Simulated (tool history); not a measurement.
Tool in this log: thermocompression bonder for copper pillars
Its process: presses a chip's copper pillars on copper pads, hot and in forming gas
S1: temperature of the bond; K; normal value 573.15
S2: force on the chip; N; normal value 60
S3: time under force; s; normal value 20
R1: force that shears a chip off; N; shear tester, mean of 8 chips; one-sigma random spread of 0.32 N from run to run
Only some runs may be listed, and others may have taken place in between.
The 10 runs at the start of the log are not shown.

run	hour	S1	S2	S3	R1
11	252.1	573.15	68	20	57
12	282.5	573.15	68	20	56.3
13	297.1	573.15	68	20	57.1
14	321.7	573.15	68	20	56.7
15	335.8	564.15	68	20	52.4
16	360.7	564.15	68	20	52.5
17	384.9	573.15	60	40	62.7
18	404.8	573.15	60	40	62.4
19	421.7	556.15	60	20	44.8
20	435.6	601.15	61	20	64.6
21	456.6	594.15	88	13	67.6
22	481.7	586.15	59	13	51.4
23	512.4	566.15	37	50	45.8
24	541.6	563.15	88	50	72.7
25	556.3	568.15	88	35	69.9
26	580.5	569.15	80	60	73.9

Forecast run 27:
27	598.9	563.15	72	14	?

Run 27 yielded R1 49.1 N.
Minus the tool's unlogged condition, the same run would have read R1 49.1 N.

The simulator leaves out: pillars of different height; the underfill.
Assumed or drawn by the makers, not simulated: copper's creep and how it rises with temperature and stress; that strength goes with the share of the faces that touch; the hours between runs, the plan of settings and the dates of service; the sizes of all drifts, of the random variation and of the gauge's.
